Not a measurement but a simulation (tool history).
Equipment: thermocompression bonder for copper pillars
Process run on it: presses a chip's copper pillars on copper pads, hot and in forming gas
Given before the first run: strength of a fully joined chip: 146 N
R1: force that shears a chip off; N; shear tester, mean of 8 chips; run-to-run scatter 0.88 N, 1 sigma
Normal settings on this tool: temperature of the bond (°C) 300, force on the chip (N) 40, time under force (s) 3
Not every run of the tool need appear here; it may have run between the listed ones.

{"run": 1, "hour": 0.0, "temperature of the bond (°C)": 300, "force on the chip (N)": 40, "time under force (s)": 3, "R1": 63.4}
{"run": 2, "hour": 15.8, "temperature of the bond (°C)": 300, "force on the chip (N)": 53, "time under force (s)": 3, "R1": 72.7}
{"run": 3, "hour": 45.1, "temperature of the bond (°C)": 300, "force on the chip (N)": 40, "time under force (s)": 8, "R1": 86.9}
{"run": 4, "hour": 60.4, "temperature of the bond (°C)": 300, "force on the chip (N)": 40, "time under force (s)": 8, "R1": 87.3}
{"run": 5, "hour": 90.2, "temperature of the bond (°C)": 293, "force on the chip (N)": 40, "time under force (s)": 8, "R1": 79.9}
{"run": 6, "hour": 103.8, "temperature of the bond (°C)": 293, "force on the chip (N)": 40, "time under force (s)": 8, "R1": 78.3}
{"run": 7, "hour": 121.9, "temperature of the bond (°C)": 293, "force on the chip (N)": 40, "time under force (s)": 8, "R1": 77.3}
{"run": 8, "hour": 152.4, "temperature of the bond (°C)": 293, "force on the chip (N)": 40, "time under force (s)": 8, "R1": 78.2}
{"hour": 164.6, "done": "forming gas filter changed"}
{"run": 9, "hour": 176.9, "temperature of the bond (°C)": 300, "force on the chip (N)": 40, "time under force (s)": 3, "R1": 63.5}
{"run": 10, "hour": 200.0, "temperature of the bond (°C)": 313, "force on the chip (N)": 40, "time under force (s)": 5, "R1": 86.1}
{"run": 11, "hour": 214.1, "temperature of the bond (°C)": 283, "force on the chip (N)": 30, "time under force (s)": 6, "R1": 51.7}
{"run": 12, "hour": 236.2, "temperature of the bond (°C)": 283, "force on the chip (N)": 30, "time under force (s)": 6, "R1": 51.8}
{"hour": 239.4, "done": "force cell calibrated"}
{"run": 13, "hour": 253.5, "temperature of the bond (°C)": 283, "force on the chip (N)": 30, "time under force (s)": 6, "R1": 51.2}
{"run": 14, "hour": 273.5, "temperature of the bond (°C)": 315, "force on the chip (N)": 40, "time under force (s)": 3, "R1": 75.1}
{"run": 15, "hour": 292.7, "temperature of the bond (°C)": 316, "force on the chip (N)": 40, "time under force (s)": 3, "R1": 74.6}
{"run": 16, "hour": 310.5, "temperature of the bond (°C)": 311, "force on the chip (N)": 38, "time under force (s)": 3, "R1": 66.5}
{"run": 17, "hour": 330.9, "temperature of the bond (°C)": 311, "force on the chip (N)": 38, "time under force (s)": 3, "R1": 67}
{"run": 18, "hour": 357.8, "temperature of the bond (°C)": 299, "force on the chip (N)": 27, "time under force (s)": 4, "R1": 50.4}

Each row is a separate what-if for the run after 18, all from the same tool condition, not one after another. Results?
{"run": "A", "hour": 370.2, "temperature of the bond (°C)": 299, "force on the chip (N)": 45, "time under force (s)": 4, "R1": "?"}
{"run": "B", "hour": 370.2, "temperature of the bond (°C)": 320, "force on the chip (N)": 26, "time under force (s)": 4, "R1": "?"}
{"run": "C", "hour": 370.2, "temperature of the bond (°C)": 290, "force on the chip (N)": 24, "time under force (s)": 3, "R1": "?"}

run=A R1=68
run=B R1=66.6
run=C R1=35.7
The same runs, with their run-to-run variation unchanged, on a tool lacking any hidden condition would have given:
run=A R1=82.8
run=B R1=80.8
run=C R1=45.9
